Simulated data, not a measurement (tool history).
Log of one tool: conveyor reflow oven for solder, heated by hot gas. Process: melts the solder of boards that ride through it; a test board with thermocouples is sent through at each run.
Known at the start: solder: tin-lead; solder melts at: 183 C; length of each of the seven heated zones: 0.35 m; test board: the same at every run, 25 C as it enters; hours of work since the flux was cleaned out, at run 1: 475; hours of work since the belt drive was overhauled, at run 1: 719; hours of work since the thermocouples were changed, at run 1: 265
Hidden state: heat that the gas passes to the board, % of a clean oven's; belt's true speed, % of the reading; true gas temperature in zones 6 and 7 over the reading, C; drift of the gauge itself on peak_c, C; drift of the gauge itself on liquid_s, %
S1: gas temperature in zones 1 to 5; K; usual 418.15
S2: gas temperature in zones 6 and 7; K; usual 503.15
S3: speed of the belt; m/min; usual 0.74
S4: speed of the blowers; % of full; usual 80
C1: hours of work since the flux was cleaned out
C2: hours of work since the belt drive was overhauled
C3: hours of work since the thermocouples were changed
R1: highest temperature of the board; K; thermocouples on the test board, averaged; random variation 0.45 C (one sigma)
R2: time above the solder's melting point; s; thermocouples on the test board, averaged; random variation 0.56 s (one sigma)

Run 1, hour 0: usual settings; C1 475; C2 719; C3 265. Result: R1 479.75 K, R2 34.2 s.
Run 2, hour 27.5: usual settings; C1 497; C2 741; C3 287. Result: R1 479.85 K, R2 34.9 s.
At hour 36.9: flux residue cleaned out of gas plates and filters.
Run 3, hour 48.1: usual settings; C1 9; C2 753; C3 300. Result: R1 486.85 K, R2 41.3 s.
At hour 77.1: belt drive overhauled, speed set with a stopwatch.
Run 4, hour 78.7: usual settings; C1 30; C2 1; C3 321. Result: R1 485.15 K, R2 42.1 s.
Run 5, hour 98.5: usual settings; C1 46; C2 17; C3 337. Result: R1 485.55 K, R2 40.6 s.
Run 6, hour 115.7: usual settings but S1 425.15 K; C1 60; C2 31; C3 351. Result: R1 486.35 K, R2 44.4 s.
Run 7, hour 129.1: usual settings but S4 66 % of full; C1 71; C2 42; C3 362. Result: R1 482.65 K, R2 38 s.
Run 8, hour 156.4: usual settings but S4 66 % of full; C1 92; C2 63; C3 383. Result: R1 481.35 K, R2 38.2 s.
Run 9, hour 179.8: usual settings but S4 66 % of full; C1 111; C2 82; C3 402. Result: R1 481.55 K, R2 36.4 s.
Run 10, hour 196.7: usual settings but S4 66 % of full; C1 125; C2 96; C3 416. Result: R1 481.85 K, R2 37.6 s.
Run 11, hour 212.3: usual settings but S4 66 % of full; C1 137; C2 108; C3 428. Result: R1 482.15 K, R2 37.1 s.
Run 12, hour 226.4: usual settings but S4 66 % of full; C1 148; C2 119; C3 439. Result: R1 481.65 K, R2 37.7 s.

The next listed run, before its measurement:
Run 13, hour 255.8: usual settings but S1 412.15 K, S4 65 % of full; C1 172; C2 143; C3 463. Result: R1 ?, R2 ?.

R1: 478.85 K
R2: 33.9 s
Without the tool's hidden state the same run would have given R1 480.35 K, R2 35.5 s.
